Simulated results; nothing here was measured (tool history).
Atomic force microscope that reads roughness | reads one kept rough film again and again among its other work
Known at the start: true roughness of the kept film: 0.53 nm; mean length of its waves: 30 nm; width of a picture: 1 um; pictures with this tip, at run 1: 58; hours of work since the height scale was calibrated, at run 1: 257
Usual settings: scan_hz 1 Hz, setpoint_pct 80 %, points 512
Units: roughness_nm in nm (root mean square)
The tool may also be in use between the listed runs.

run	hour	scan_hz	setpoint_pct	points	pictures with this tip	hours of work since the height scale was calibrated	roughness_nm
1	0	1	80	512	58	257	0.462
2	11.5	1	80	512	74	266	0.453
3	17.1	1	80	512	81	270	0.448
4	26.2	1	71	512	93	277	0.457
5	33.8	1	80	512	104	283	0.447
6	41.9	1	80	512	114	289	0.445
7	48.4	1	80	512	123	294	0.441
# hour 56: new tip fitted
8	59.3	1	80	512	4	302	0.469
9	64.7	1	80	512	11	306	0.462
10	75.6	1	80	512	26	315	0.462
11	82.9	1	80	512	36	320	0.462
# hour 85: height scale calibrated on a step standard
12	89.6	1	80	512	43	4	0.458
13	99.8	1	80	512	57	11	0.456
14	110.8	1	80	512	72	20	0.459
15	120.9	1	80	512	85	28	0.449
16	129.4	1	80	567	97	34	0.447
17	140.1	1	80	567	111	42	0.442
18	151.7	1	80	567	126	51	0.445
# hour 154.9: height scale calibrated on a step standard, once more
# hour 157.4: new tip fitted
19	162.6	1	70	512	7	6	0.487
20	174	1	70	512	22	14	0.487
21	185.1	3.45	88	545	37	23	0.332
22	191.6	0.85	59	272	46	28	0.489
23	200.1	3.99	66	652	57	34	0.422
24	207.9	3.99	66	652	68	40	0.421
25	219.3	3.99	66	652	83	49	0.417
26	229.1	1	58	512	96	57	0.486
27	239.9	1	58	512	110	65	0.476
28	250.2	1	58	512	124	73	0.472
# hour 256.2: new tip fitted
29	259.2	1	58	512	4	79	0.498
30	265.7	2.55	58	730	12	84	0.481
31	271.1	0.77	64	516	20	88	0.485
32	276.7	0.77	64	516	27	93	0.499
33	286.1	0.51	80	512	40	100	0.482
34	295.8	1.81	66	261	53	107	0.458
35	302.5	0.68	80	512	62	112	0.471
36	309.9	3.95	86	551	72	118	0.329
37	319.3	3.95	86	551	84	125	0.322
38	327.5	0.8	72	512	95	132	0.467
39	339.5	1	67	444	111	141	0.478

Forecast each of these 3 alternatives for the next run:
A	350.5	1	67	860	126	149	?
B	350.5	1	79	518	126	149	?
C	350.5	1	80	841	126	149	?

run	roughness_nm
A	0.463
B	0.446
C	0.446
Without the tool's hidden state the same runs would have given:
run	roughness_nm
A	0.487
B	0.469
C	0.469

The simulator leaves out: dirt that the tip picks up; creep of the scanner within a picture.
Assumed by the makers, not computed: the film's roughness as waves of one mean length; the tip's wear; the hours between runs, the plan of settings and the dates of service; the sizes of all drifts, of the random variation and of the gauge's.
